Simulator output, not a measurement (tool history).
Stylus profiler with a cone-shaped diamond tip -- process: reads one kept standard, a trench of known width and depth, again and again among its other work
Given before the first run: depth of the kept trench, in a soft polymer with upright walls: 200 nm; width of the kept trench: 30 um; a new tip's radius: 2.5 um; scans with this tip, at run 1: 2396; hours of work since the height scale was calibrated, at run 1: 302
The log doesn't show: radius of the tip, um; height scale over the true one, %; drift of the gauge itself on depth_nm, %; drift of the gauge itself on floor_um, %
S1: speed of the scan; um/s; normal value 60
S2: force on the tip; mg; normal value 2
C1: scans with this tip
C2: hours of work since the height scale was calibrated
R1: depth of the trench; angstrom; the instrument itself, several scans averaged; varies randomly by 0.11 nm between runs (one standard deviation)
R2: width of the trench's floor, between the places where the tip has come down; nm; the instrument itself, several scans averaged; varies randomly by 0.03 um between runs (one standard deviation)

run    hour   S1    S2    C1    C2      R1     R2
  1       0   60     2  2396   302  2032.5  27720
  2    24.7   60     2  2524   318  2030.9  27720
  3    50.2   60     2  2656   334  2029.8  27690
  4    91.8   60     2  2871   361  2031.6  27690
  5     129   60     2  3063   386  2032.5  27700
  6   154.6   60     2  3196   402  2032.9  27640
  7   187.1   60  0.93  3364   423  2021.4  27590
  8   219.7   60  3.21  3532   445  2043.8  27610
  9   256.7   60  3.21  3724   469  2043.8  27650
 10   298.9  104     2  3942   496    2032  27540
 11     327  104     2  4088   514  2032.8  27520
 12   367.9  104     2  4299   541  2033.6  27500
 13   415.3  104     2  4545   572  2032.6  27440
 14   463.2  104     2  4792   603  2034.6  27430
 15   499.1  104     2  4978   627  2035.9  27460
 16   540.4   60     2  5192   653  2034.6  27460
 17   585.6   60     2  5426   683  2034.9  27520
 18   609.5   60     2  5549   698  2032.9  27520
 19   648.9   52  2.81  5753   724  2041.8  27480
 20   697.6   52  2.81  6005   756    2043  27440
 21   726.8   60  2.27  6156   775    2038  27490
 22   774.7  101  1.88  6404   806  2034.7  27340
 23   797.7  101  1.88  6523   821  2035.3  27330
 24   829.9  101  1.88  6690   842  2036.2  27320
 25   873.8   88  1.03  6917   870  2025.2  27230
 26   913.3  202  1.03  7121   896  2026.6  26870
 27   934.1   24  3.56  7229   910    2049  27460
 28     960  139  0.82  7363   927  2024.6  27030
 29   994.9   60  2.39  7543   949  2041.7  27380
 30  1043.2   46  2.63  7793   981  2043.6  27330
 31  1084.6  140  1.03  8007  1008    2028  27020
 32  1121.9   36  4.01  8201  1032  2053.7  27360
 33  1165.4   36  4.12  8425  1060  2056.9  27330
     1187.9  -- height scale calibrated on a step standard
 34  1200.2   36  4.12  8603     8  2048.7  27350
 35  1230.9  106  1.55  8762    28  2024.2  27130
 36    1253   48  2.37  8876    42  2034.5  27320

Predict each of these 5 candidate next runs independently; none follows another, all start after run 36:
  A  1290.3  20  1.37  9069  67   ?   ?
  B  1290.3  48  5.03  9069  67   ?   ?
  C  1290.3  23  4.89  9069  67   ?   ?
  D  1290.3  16  4.01  9069  67   ?   ?
  E  1290.3  60  1.36  9069  67   ?   ?

run      R1     R2
  A  2023.4  27330
  B  2055.7  27280
  C    2054  27360
  D  2045.4  27330
  E  2023.3  27220
The same runs, with their run-to-run variation unchanged, on a tool lacking any hidden condition would have given:
run      R1     R2
  A  2022.6  28010
  B  2054.9  27960
  C  2053.2  28040
  D  2044.6  28020
  E  2022.6  27900
